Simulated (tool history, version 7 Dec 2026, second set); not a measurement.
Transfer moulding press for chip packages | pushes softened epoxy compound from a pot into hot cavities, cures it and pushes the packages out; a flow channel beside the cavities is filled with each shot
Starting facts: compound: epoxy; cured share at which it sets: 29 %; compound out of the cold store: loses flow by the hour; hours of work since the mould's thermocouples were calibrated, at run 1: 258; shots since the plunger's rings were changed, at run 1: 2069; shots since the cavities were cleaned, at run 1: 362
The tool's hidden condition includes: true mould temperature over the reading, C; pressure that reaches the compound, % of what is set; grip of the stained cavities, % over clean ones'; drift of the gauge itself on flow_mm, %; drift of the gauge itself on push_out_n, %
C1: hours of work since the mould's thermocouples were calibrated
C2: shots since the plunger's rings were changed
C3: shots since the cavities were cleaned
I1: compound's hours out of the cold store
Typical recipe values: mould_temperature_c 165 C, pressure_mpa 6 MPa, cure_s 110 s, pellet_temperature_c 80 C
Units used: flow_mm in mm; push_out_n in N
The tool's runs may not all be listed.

Run 1, day 0: usual settings; C1 258; C2 2069; C3 362; I1 18.9. Result: flow_mm 759 mm, push_out_n 235 N.
Run 2, day 1.8: usual settings but cure_s 94 s; C1 282; C2 2454; C3 747; I1 46.9. Result: flow_mm 686 mm, push_out_n 301 N.
At day 3.842: cavities cleaned with cleaning compound and waxed.
Run 3, day 4.388: usual settings but cure_s 94 s; C1 316; C2 2993; C3 116; I1 22.1. Result: flow_mm 749 mm, push_out_n 319 N.
Run 4, day 6.758: usual settings but cure_s 94 s; C1 349; C2 3500; C3 623; I1 46. Result: flow_mm 691 mm, push_out_n 301 N.
At day 9.371: cavities cleaned with cleaning compound and waxed.
Run 5, day 9.375: usual settings; C1 383; C2 4046; C3 1; I1 27.8. Result: flow_mm 735 mm, push_out_n 228 N.
Run 6, day 11.804: usual settings; C1 416; C2 4565; C3 520; I1 34.6. Result: flow_mm 714 mm, push_out_n 230 N.
At day 12.754: plunger's sealing rings changed.
Run 7, day 14.025: usual settings but mould_temperature_c 173 C, pressure_mpa 6.36 MPa, cure_s 136 s, pellet_temperature_c 77 C; C1 445; C2 271; C3 972; I1 19.4. Result: flow_mm 755 mm, push_out_n 182 N.
At day 14.929: cavities cleaned with cleaning compound and waxed.
Run 8, day 16.733: usual settings but mould_temperature_c 167 C, pressure_mpa 6.6 MPa, cure_s 144 s, pellet_temperature_c 81 C; C1 481; C2 837; C3 386; I1 21.6. Result: flow_mm 756 mm, push_out_n 175 N.
Run 9, day 19.646: usual settings but mould_temperature_c 169 C, pressure_mpa 5.67 MPa, cure_s 92 s, pellet_temperature_c 77 C; C1 520; C2 1459; C3 1008; I1 33.7. Result: flow_mm 691 mm, push_out_n 264 N.
At day 20.508: cavities cleaned with cleaning compound and waxed.
Run 10, day 21.862: usual settings but mould_temperature_c 169 C, pressure_mpa 5.67 MPa, cure_s 92 s, pellet_temperature_c 77 C; C1 549; C2 1919; C3 290; I1 18.1. Result: flow_mm 730 mm, push_out_n 267 N.
Run 11, day 25.425: usual settings but cure_s 138 s, pellet_temperature_c 89 C; C1 598; C2 2680; C3 1051; I1 30. Result: flow_mm 716 mm, push_out_n 198 N.

Forecast each of these 3 alternatives for the next run:
At day 26.142: cavities cleaned with cleaning compound and waxed.
Run A, day 28.754: usual settings but cure_s 149 s, pellet_temperature_c 89 C; C1 642; C2 3378; C3 558; I1 46.6. Result: flow_mm ?, push_out_n ?.
At day 26.142: cavities cleaned with cleaning compound and waxed.
Run B, day 28.754: usual settings but pressure_mpa 5.81 MPa, cure_s 138 s, pellet_temperature_c 89 C; C1 642; C2 3378; C3 558; I1 19.1. Result: flow_mm ?, push_out_n ?.
At day 26.142: cavities cleaned with cleaning compound and waxed.
Run C, day 28.754: usual settings but mould_temperature_c 166 C, pressure_mpa 5.56 MPa; C1 642; C2 3378; C3 558; I1 32.1. Result: flow_mm ?, push_out_n ?.

run  flow_mm  push_out_n
  A      697         189
  B      743         187
  C      690         212
Had the tool no hidden state, the same runs would have come out as:
run  flow_mm  push_out_n
  A      697         186
  B      744         184
  C      690         209
